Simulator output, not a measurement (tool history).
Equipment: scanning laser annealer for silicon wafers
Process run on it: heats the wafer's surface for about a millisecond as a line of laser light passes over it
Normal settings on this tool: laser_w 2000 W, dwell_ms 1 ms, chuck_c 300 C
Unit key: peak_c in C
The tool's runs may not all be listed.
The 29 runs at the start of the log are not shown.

run,hour,laser_w,dwell_ms,chuck_c,hours of work since the window was cleaned,hours of work since the power meter was calibrated,hours of work since the optics were aligned,peak_c
30,374.1,2132,0.9,314,154,487,180,1038
31,384.7,2132,1.25,296,160,492,186,1172
32,401.8,2048,1,268,170,502,195,999
33,414.4,2048,1,268,177,509,202,996
34,425.9,2000,1.11,333,183,515,209,1088
35,439.7,2134,0.93,333,191,523,216,1071
36,453.2,2192,0.93,302,198,530,224,1064
37,470.5,1903,1,323,208,540,233,990
38,488.2,1903,1,323,217,550,243,991
39,496.3,1903,1,323,222,554,248,991
40,514.8,1903,1,323,232,565,258,994
41,526.5,1862,1.08,272,239,571,264,955

Forecast each of these 4 alternatives for the next run:
A,539.3,1879,0.79,282,246,578,272,?
B,539.3,1862,1.08,308,246,578,272,?
C,539.3,1862,1.08,339,246,578,272,?
D,539.3,2110,0.89,286,246,578,272,?

run,peak_c
A,853
B,991
C,1022
D,993
What these runs would have given with no unlogged condition in the tool:
run,peak_c
A,854
B,991
C,1023
D,994

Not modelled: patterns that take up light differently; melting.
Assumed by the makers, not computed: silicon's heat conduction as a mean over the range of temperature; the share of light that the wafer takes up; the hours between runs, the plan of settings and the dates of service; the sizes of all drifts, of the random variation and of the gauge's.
